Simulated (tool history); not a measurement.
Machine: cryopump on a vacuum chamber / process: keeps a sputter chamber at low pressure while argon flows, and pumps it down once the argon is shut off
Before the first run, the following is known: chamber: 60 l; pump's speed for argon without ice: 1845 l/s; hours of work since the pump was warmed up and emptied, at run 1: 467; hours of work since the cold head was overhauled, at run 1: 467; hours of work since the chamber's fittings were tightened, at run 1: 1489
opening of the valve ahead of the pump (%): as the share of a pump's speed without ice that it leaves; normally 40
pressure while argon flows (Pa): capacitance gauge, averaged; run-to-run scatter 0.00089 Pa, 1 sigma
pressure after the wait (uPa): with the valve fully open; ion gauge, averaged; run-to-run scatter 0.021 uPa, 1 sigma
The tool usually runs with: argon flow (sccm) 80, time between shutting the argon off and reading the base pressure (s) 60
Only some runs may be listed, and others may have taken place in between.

run	hour	argon flow (sccm)	time between shutting the argon off and reading the base pressure (s)	opening of the valve ahead of the pump (%)	hours of work since the pump was warmed up and emptied	hours of work since the cold head was overhauled	hours of work since the chamber's fittings were tightened	pressure while argon flows (Pa)	pressure after the wait (uPa)
1	0.0	80	60	40	467	467	1489	0.2080	1.16
2	30.6	80	60	40	480	480	1502	0.2068	1.22
3	57.6	37	60	40	492	492	1513	0.0965	1.19
4	94.6	37	60	40	507	507	1529	0.0973	1.25
5	113.5	80	147	40	515	515	1537	0.2090	1.05
6	136.6	80	147	40	525	525	1546	0.2105	1.06
# hour 148.7: pump warmed up, emptied and cooled again
7	170.5	80	60	54	9	537	1558	0.1378	0.95
8	204.3	80	76	40	23	551	1572	0.1845	0.95
9	230.7	80	60	34	34	562	1584	0.2148	1.03
10	260.1	80	60	34	47	574	1596	0.2172	1.00
11	286.8	80	60	44	58	586	1607	0.1684	1.01
12	324.9	80	60	44	74	602	1623	0.1687	1.03
13	359.3	80	60	44	88	616	1637	0.1702	1.03
14	396.7	80	60	44	104	632	1653	0.1697	1.03
15	425.9	80	60	44	116	644	1665	0.1713	1.07
16	457.9	80	60	44	130	657	1679	0.1718	1.08
# hour 490.8: leaking fittings of the chamber tightened, without venting
17	490.8	80	60	44	143	670	0	0.1727	0.49
18	512.6	67	89	19	152	679	9	0.3281	0.42
19	532.4	67	89	19	160	688	17	0.3269	0.37
20	566.3	97	22	22	174	702	32	0.4135	1.00
21	600.7	77	49	34	189	716	46	0.2157	0.57
22	623.0	77	49	34	198	726	55	0.2141	0.57
23	663.5	77	49	34	215	743	72	0.2159	0.53
24	695.9	139	190	39	228	756	86	0.3410	0.31
25	737.0	51	32	22	246	773	103	0.2206	0.73
26	769.1	33	112	47	259	787	117	0.0676	0.38
27	806.7	33	170	41	275	803	132	0.0779	0.37
28	842.5	33	170	41	290	818	147	0.0797	0.35
29	871.2	33	170	41	302	830	159	0.0800	0.31
30	905.6	33	188	41	316	844	174	0.0789	0.38
31	937.5	33	188	24	330	857	187	0.1311	0.35
32	977.9	74	146	52	347	874	204	0.1445	0.38
33	1004.6	80	52	40	358	886	215	0.1980	0.59

Here are 5 independent what-if runs from the current tool condition. What would each one return?
A	1040.7	80	81	40	373	901	230	?	?
B	1040.7	38	20	59	373	901	230	?	?
C	1040.7	51	52	36	373	901	230	?	?
D	1040.7	80	21	40	373	901	230	?	?
E	1040.7	80	52	48	373	901	230	?	?

run	pressure while argon flows (Pa)	pressure after the wait (uPa)
A	0.1982	0.49
B	0.0669	1.22
C	0.1382	0.62
D	0.2007	1.13
E	0.1693	0.65
Stripped of hidden state, with their random variation kept, the same runs would have yielded:
run	pressure while argon flows (Pa)	pressure after the wait (uPa)
A	0.1822	0.35
B	0.0593	1.09
C	0.1280	0.49
D	0.1846	1.00
E	0.1533	0.52
